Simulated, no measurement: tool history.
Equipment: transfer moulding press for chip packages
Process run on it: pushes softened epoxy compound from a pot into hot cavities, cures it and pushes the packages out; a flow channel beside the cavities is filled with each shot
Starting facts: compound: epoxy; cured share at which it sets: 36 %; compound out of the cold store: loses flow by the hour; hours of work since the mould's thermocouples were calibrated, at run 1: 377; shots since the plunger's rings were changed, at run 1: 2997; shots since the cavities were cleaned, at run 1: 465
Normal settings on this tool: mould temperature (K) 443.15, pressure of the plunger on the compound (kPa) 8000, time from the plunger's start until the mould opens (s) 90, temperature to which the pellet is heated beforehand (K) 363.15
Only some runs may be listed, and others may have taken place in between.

run    hour  mould temperature (K)  pressure of the plunger on the compound (kPa)  time from the plunger's start until the mould opens (s)  temperature to which the pellet is heated beforehand (K)  hours of work since the mould's thermocouples were calibrated  shots since the plunger's rings were changed  shots since the cavities were cleaned  incoming compound's hours out of the cold store  length that the compound runs in the flow channel (mm)  greatest force on the pins that push the packages out (N)
  1       0                 443.15                                           8000                                                       90                                                    363.15                                                            377                                          2997                                    465                                             20.8                                                     749                                                        363
       27.2  -- cavities cleaned with cleaning compound and waxed
  2    65.4                 443.15                                           6460                                                       90                                                    363.15                                                            403                                          3480                                    289                                             16.2                                                     684                                                        335
      112.8  -- cavities cleaned with cleaning compound and waxed
  3   136.3                 443.15                                           6460                                                       90                                                    363.15                                                            431                                          4005                                    178                                             12.9                                                     688                                                        309
  4   172.4                 443.15                                           6460                                                       90                                                    363.15                                                            446                                          4277                                    450                                             15.9                                                     674                                                        369
      203.3  -- cavities cleaned with cleaning compound and waxed
  5   231.6                 443.15                                           8000                                                       90                                                    363.15                                                            469                                          4714                                    215                                             22.2                                                     726                                                        313
      241.8  -- mould's thermocouples calibrated
  6   264.2                 443.15                                           8000                                                       90                                                    363.15                                                              9                                          4945                                    446                                             40.6                                                     668                                                        354
      290.9  -- cavities cleaned with cleaning compound and waxed
      315.9  -- plunger's sealing rings changed
  7   329.9                 443.15                                           8000                                                       90                                                    363.15                                                             34                                           106                                    276                                             44.4                                                     695                                                        338
      380.1  -- cavities cleaned with cleaning compound and waxed
  8   396.7                 443.15                                           6310                                                       90                                                    363.15                                                             61                                           599                                    125                                             16.8                                                     702                                                        303
  9   438.4                 443.15                                           6310                                                       90                                                    363.15                                                             78                                           914                                    440                                             35.3                                                     641                                                        361
      469.2  -- cavities cleaned with cleaning compound and waxed
 10   478.1                 443.15                                           6310                                                       90                                                    363.15                                                             94                                          1203                                     67                                             45.1                                                     609                                                        275
 11   516.5                 443.15                                           6310                                                       90                                                    363.15                                                            110                                          1493                                    357                                             40.5                                                     617                                                        321
 12   545.6                 443.15                                           6310                                                       90                                                    353.15                                                            121                                          1714                                    578                                             44.6                                                     609                                                        377
      554.5  -- cavities cleaned with cleaning compound and waxed
 13   609.4                 443.15                                           6310                                                       90                                                    353.15                                                            147                                          2184                                    415                                             11.9                                                     701                                                        396
      639.8  -- cavities cleaned with cleaning compound and waxed
 14   641.5                 442.15                                           6310                                                       90                                                    353.15                                                            159                                          2415                                     13                                             30.5                                                     650                                                        276
 15   694.7                 442.15                                           9650                                                       83                                                    369.15                                                            181                                          2818                                    416                                               35                                                     773                                                        439
      730.2  -- cavities cleaned with cleaning compound and waxed
 16   748.7                 437.15                                           7930                                                       77                                                    367.15                                                            203                                          3214                                    140                                             39.8                                                     708                                                        635
 17   778.7                 437.15                                           8570                                                       79                                                    367.15                                                            215                                          3441                                    367                                             16.3                                                     815                                                        756
        816  -- cavities cleaned with cleaning compound and waxed
 18   821.3                 451.15                                           8600                                                      111                                                    364.15                                                            232                                          3752                                     40                                             41.3                                                     669                                                        196
 19   886.5                 445.15                                           8070                                                      110                                                    368.15                                                            259                                          4245                                    533                                             10.2                                                     770                                                        286
      901.9  -- cavities cleaned with cleaning compound and waxed
 20   947.9                 443.15                                           8000                                                      123                                                    361.15                                                            283                                          4697                                    348                                             42.7                                                     670                                                        245
 21   979.7                 437.15                                           7270                                                       72                                                    355.15                                                            296                                          4937                                    588                                             44.8                                                     650                                                        921
        991  -- cavities cleaned with cleaning compound and waxed
       1030  -- plunger's sealing rings changed
 22  1038.8                 437.15                                           7270                                                       72                                                    355.15                                                            319                                            66                                    342                                             11.9                                                     797                                                        914
 23  1074.4                 437.15                                           9980                                                       72                                                    355.15                                                            333                                           335                                    611                                             13.9                                                     923                                                       1028
       1080  -- cavities cleaned with cleaning compound and waxed
 24  1139.6                 437.15                                           9980                                                       72                                                    367.15                                                            359                                           816                                    450                                             37.1                                                     822                                                        808
     1169.3  -- cavities cleaned with cleaning compound and waxed
 25  1198.2                 441.15                                           6110                                                       98                                                    367.15                                                            383                                          1248                                    219                                             30.4                                                     643                                                        302
 26  1237.1                 441.15                                           6110                                                       98                                                    359.15                                                            399                                          1541                                    512                                             29.6                                                     648                                                        366

How the hidden state differs across the entries between the runs, from the last listed run before each to the first after it:
From run 1 to run 2: cavities cleaned with cleaning compound and waxed (hour 27.2)
  true mould temperature over the reading, C: 0.44 -> 0.48; pressure that reaches the compound, % of what is set: 92.63 -> 91.6; grip of the stained cavities, % over clean ones': 43.5 -> 31.1
  measured less the result without the state, length that the compound runs in the flow channel (mm): -32 -> -32; greatest force on the pins that push the packages out (N): +104 -> +72
From run 2 to run 3: cavities cleaned with cleaning compound and waxed (hour 112.8)
  true mould temperature over the reading, C: 0.48 -> 0.53; pressure that reaches the compound, % of what is set: 91.6 -> 90.45; grip of the stained cavities, % over clean ones': 31.1 -> 21.7
  measured less the result without the state, length that the compound runs in the flow channel (mm): -32 -> -38; greatest force on the pins that push the packages out (N): +72 -> +47
From run 4 to run 5: cavities cleaned with cleaning compound and waxed (hour 203.3)
  true mould temperature over the reading, C: 0.56 -> 0.59; pressure that reaches the compound, % of what is set: 89.9 -> 88.93; grip of the stained cavities, % over clean ones': 40.8 -> 24.3
  measured less the result without the state, length that the compound runs in the flow channel (mm): -39 -> -46; greatest force on the pins that push the packages out (N): +95 -> +51
From run 5 to run 6: mould's thermocouples calibrated (hour 241.8)
  true mould temperature over the reading, C: 0.59 -> -0.25; pressure that reaches the compound, % of what is set: 88.93 -> 88.47; grip of the stained cavities, % over clean ones': 24.3 -> 42.3
  measured less the result without the state, length that the compound runs in the flow channel (mm): -46 -> -42; greatest force on the pins that push the packages out (N): +51 -> +108
From run 6 to run 7: cavities cleaned with cleaning compound and waxed (hour 290.9); plunger's sealing rings changed (hour 315.9)
  true mould temperature over the reading, C: -0.25 -> -0.21; pressure that reaches the compound, % of what is set: 88.47 -> 99.61; grip of the stained cavities, % over clean ones': 42.3 -> 30.1
  measured less the result without the state, length that the compound runs in the flow channel (mm): -42 -> +0; greatest force on the pins that push the packages out (N): +108 -> +80
From run 7 to run 8: cavities cleaned with cleaning compound and waxed (hour 380.1)
  true mould temperature over the reading, C: -0.21 -> -0.17; pressure that reaches the compound, % of what is set: 99.61 -> 98.46; grip of the stained cavities, % over clean ones': 30.1 -> 15.4
  measured less the result without the state, length that the compound runs in the flow channel (mm): +0 -> -5; greatest force on the pins that push the packages out (N): +80 -> +43
From run 9 to run 10: cavities cleaned with cleaning compound and waxed (hour 469.2)
  true mould temperature over the reading, C: -0.15 -> -0.12; pressure that reaches the compound, % of what is set: 97.76 -> 97.17; grip of the stained cavities, % over clean ones': 39.6 -> 7.6
  measured less the result without the state, length that the compound runs in the flow channel (mm): -7 -> -8; greatest force on the pins that push the packages out (N): +102 -> +20
From run 12 to run 13: cavities cleaned with cleaning compound and waxed (hour 554.5)
  true mould temperature over the reading, C: -0.07 -> -0.03; pressure that reaches the compound, % of what is set: 96.05 -> 94.97; grip of the stained cavities, % over clean ones': 48.1 -> 40.4
  measured less the result without the state, length that the compound runs in the flow channel (mm): -12 -> -18; greatest force on the pins that push the packages out (N): +124 -> +115
From run 13 to run 14: cavities cleaned with cleaning compound and waxed (hour 639.8)
  true mould temperature over the reading, C: -0.03 -> -0.01; pressure that reaches the compound, % of what is set: 94.97 -> 94.47; grip of the stained cavities, % over clean ones': 40.4 -> 1.7
  measured less the result without the state, length that the compound runs in the flow channel (mm): -18 -> -19; greatest force on the pins that push the packages out (N): +115 -> +5
From run 15 to run 16: cavities cleaned with cleaning compound and waxed (hour 730.2)
  true mould temperature over the reading, C: 0.02 -> 0.06; pressure that reaches the compound, % of what is set: 93.59 -> 92.69; grip of the stained cavities, % over clean ones': 38.3 -> 17.1
  measured less the result without the state, length that the compound runs in the flow channel (mm): -26 -> -27; greatest force on the pins that push the packages out (N): +121 -> +91
From run 17 to run 18: cavities cleaned with cleaning compound and waxed (hour 816)
  true mould temperature over the reading, C: 0.07 -> 0.1; pressure that reaches the compound, % of what is set: 92.18 -> 91.49; grip of the stained cavities, % over clean ones': 36.2 -> 8.1
  measured less the result without the state, length that the compound runs in the flow channel (mm): -34 -> -31; greatest force on the pins that push the packages out (N): +198 -> +15
From run 19 to run 20: cavities cleaned with cleaning compound and waxed (hour 901.9)
  true mould temperature over the reading, C: 0.14 -> 0.18; pressure that reaches the compound, % of what is set: 90.44 -> 89.45; grip of the stained cavities, % over clean ones': 49.6 -> 34.5
  measured less the result without the state, length that the compound runs in the flow channel (mm): -41 -> -39; greatest force on the pins that push the packages out (N): +93 -> +64
From run 21 to run 22: cavities cleaned with cleaning compound and waxed (hour 991); plunger's sealing rings changed (hour 1030)
  true mould temperature over the reading, C: 0.2 -> 0.24; pressure that reaches the compound, % of what is set: 88.93 -> 99.79; grip of the stained cavities, % over clean ones': 50 -> 33.7
  measured less the result without the state, length that the compound runs in the flow channel (mm): -40 -> -2; greatest force on the pins that push the packages out (N): +299 -> +224
From run 23 to run 24: cavities cleaned with cleaning compound and waxed (hour 1080)
  true mould temperature over the reading, C: 0.27 -> 0.31; pressure that reaches the compound, % of what is set: 99.18 -> 98.2; grip of the stained cavities, % over clean ones': 51.6 -> 40.9
  measured less the result without the state, length that the compound runs in the flow channel (mm): -5 -> -9; greatest force on the pins that push the packages out (N): +339 -> +225
From run 24 to run 25: cavities cleaned with cleaning compound and waxed (hour 1169.3)
  true mould temperature over the reading, C: 0.31 -> 0.35; pressure that reaches the compound, % of what is set: 98.2 -> 97.15; grip of the stained cavities, % over clean ones': 40.9 -> 25.6
  measured less the result without the state, length that the compound runs in the flow channel (mm): -9 -> -11; greatest force on the pins that push the packages out (N): +225 -> +56

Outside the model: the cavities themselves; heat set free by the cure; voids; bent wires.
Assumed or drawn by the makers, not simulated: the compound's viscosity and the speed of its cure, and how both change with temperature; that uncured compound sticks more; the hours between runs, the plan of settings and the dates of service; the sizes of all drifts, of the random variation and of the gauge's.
